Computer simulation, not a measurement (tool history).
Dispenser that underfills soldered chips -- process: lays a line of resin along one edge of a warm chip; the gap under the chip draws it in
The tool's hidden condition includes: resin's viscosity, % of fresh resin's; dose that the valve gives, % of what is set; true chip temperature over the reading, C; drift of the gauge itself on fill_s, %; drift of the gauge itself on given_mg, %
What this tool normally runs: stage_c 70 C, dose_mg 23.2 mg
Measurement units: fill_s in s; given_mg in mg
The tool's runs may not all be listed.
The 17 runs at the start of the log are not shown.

run   hour  stage_c  dose_mg  hours of work since the syringe was changed  hours of work since the valve was cleaned  hours of work since the stage was calibrated  fill_s  given_mg
     141.9  -- dispensing valve cleaned and set on the balance
       147  -- new syringe of resin
 18    148       70     24.5                                            1                                          4                                           147    61.8     24.36
 19  157.3       66     26.8                                            7                                         10                                           153   109.3     26.86
     164.7  -- new syringe of resin
 20  166.1       60     23.2                                            1                                         15                                           158   108.6     23.04
 21  178.6       60     23.2                                            9                                         23                                           166   187.8      22.8
       182  -- new syringe of resin
 22  187.7       55     25.5                                            4                                         29                                           172   162.2     24.98
 23  194.1       62     29.5                                            8                                         33                                           176   146.1     28.79
     198.9  -- new syringe of resin
 24  202.3       80       20                                            2                                         38                                           181      45     19.51
 25  211.9       66     22.4                                            8                                         44                                           187     131     21.59
     216.1  -- new syringe of resin
 26  224.9       66     22.4                                            6                                         52                                           195   108.2     21.53
     233.2  -- new syringe of resin
 27  233.2       84       27                                            0                                         57                                           200      29      25.8
 28  242.3       84       27                                            6                                         63                                           206    43.3     26.08
     250.1  -- new syringe of resin
 29  253.9       81     28.9                                            2                                         70                                           213    40.5      27.5
 30  260.1       81     28.9                                            6                                         74                                           217    51.9     27.46
       267  -- new syringe of resin
 31  269.9       55     25.3                                            2                                         80                                           223   144.7        24
 32  282.9       70       22                                           10                                         88                                           231   121.9     20.84
     284.2  -- new syringe of resin
 33  294.8       63     23.7                                            7                                         95                                           238     136     22.23
     300.9  -- new syringe of resin
 34  301.2       63     23.7                                            0                                         99                                           242    85.8     22.16
 35    315       63     22.1                                            9                                        108                                           251   164.1     20.59

Consider 3 possible next runs. They are alternatives, not a sequence: every one starts from the tool as it was left by run 35. What does each give?
     317.7  -- new syringe of resin
  A   328       57     30.1                                            7                                        116                                           259       ?         ?
     317.7  -- new syringe of resin
  B   328       83     23.5                                            7                                        116                                           259       ?         ?
     317.7  -- new syringe of resin
  C   328       80     22.6                                            7                                        116                                           259       ?         ?

run  fill_s  given_mg
  A   172.5     27.84
  B    49.4      21.7
  C    57.6     20.88
The same runs, with their run-to-run variation unchanged, on a tool lacking any hidden condition would have given:
run  fill_s  given_mg
  A   118.7      30.1
  B    33.1     23.46
  C    38.4     22.57
